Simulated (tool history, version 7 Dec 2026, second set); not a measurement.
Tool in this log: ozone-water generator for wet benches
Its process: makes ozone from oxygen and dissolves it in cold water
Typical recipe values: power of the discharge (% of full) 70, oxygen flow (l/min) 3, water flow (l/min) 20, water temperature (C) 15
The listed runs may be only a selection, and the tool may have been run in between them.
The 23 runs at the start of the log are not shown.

run   hour  power of the discharge (% of full)  oxygen flow (l/min)  water flow (l/min)  water temperature (C)  hours of work since the electrodes were changed  hours of work since the contactor was cleaned  hours of work since the thermometer was calibrated  dissolved ozone (ppm)  ozone in the gas ahead of the water (g/m3)
 24  514.9                                  62                 1.89                  24                      9                                              547                                           4506                                                1413                    9.5                                       219.4
 25  540.6                                  70                 1.72                  23                     15                                              564                                           4522                                                1429                   10.2                                       253.8
 26  556.9                                  64                    3                  20                     15                                              574                                           4532                                                1440                   13.9                                       194.8
 27    583                                  70                    3                  13                     22                                              590                                           4548                                                1456                   20.3                                       212.4
 28  598.2                                  70                    3                  13                     20                                              599                                           4558                                                1465                     21                                       210.2
 29  628.1                                  76                    3                  20                     15                                              618                                           4577                                                1484                   16.5                                       229.5
 30  645.1                                  76                    3                  20                     15                                              629                                           4587                                                1495                   16.1                                       226.2
 31  661.9                                  76                    3                  20                     15                                              639                                           4598                                                1505                   16.1                                       227.4
 32  677.8                                  53                 2.53                  29                      8                                              649                                           4608                                                1515                    7.6                                       173.2

Branching from run 32: 5 alternative next runs. What would each branch give?
  A  708.4                                  65                 4.03                  28                     15                                              668                                           4627                                                1534                      ?                                           ?
  B  708.4                                  70                    3                  17                     15                                              668                                           4627                                                1534                      ?                                           ?
  C  708.4                                  70                 4.98                  22                     18                                              668                                           4627                                                1534                      ?                                           ?
  D  708.4                                  57                    3                  25                     10                                              668                                           4627                                                1534                      ?                                           ?
  E  708.4                                  53                 5.09                  29                     15                                              668                                           4627                                                1534                      ?                                           ?

run  dissolved ozone (ppm)  ozone in the gas ahead of the water (g/m3)
  A                   11.3                                         180
  B                   17.8                                       211.3
  C                   15.6                                       179.9
  D                   10.2                                         176
  E                    9.9                                       138.7
What these runs would have given with no unlogged condition in the tool:
run  dissolved ozone (ppm)  ozone in the gas ahead of the water (g/m3)
  A                   11.6                                         181
  B                   18.2                                       212.4
  C                     16                                       180.9
  D                   10.5                                       176.7
  E                   10.2                                       139.3
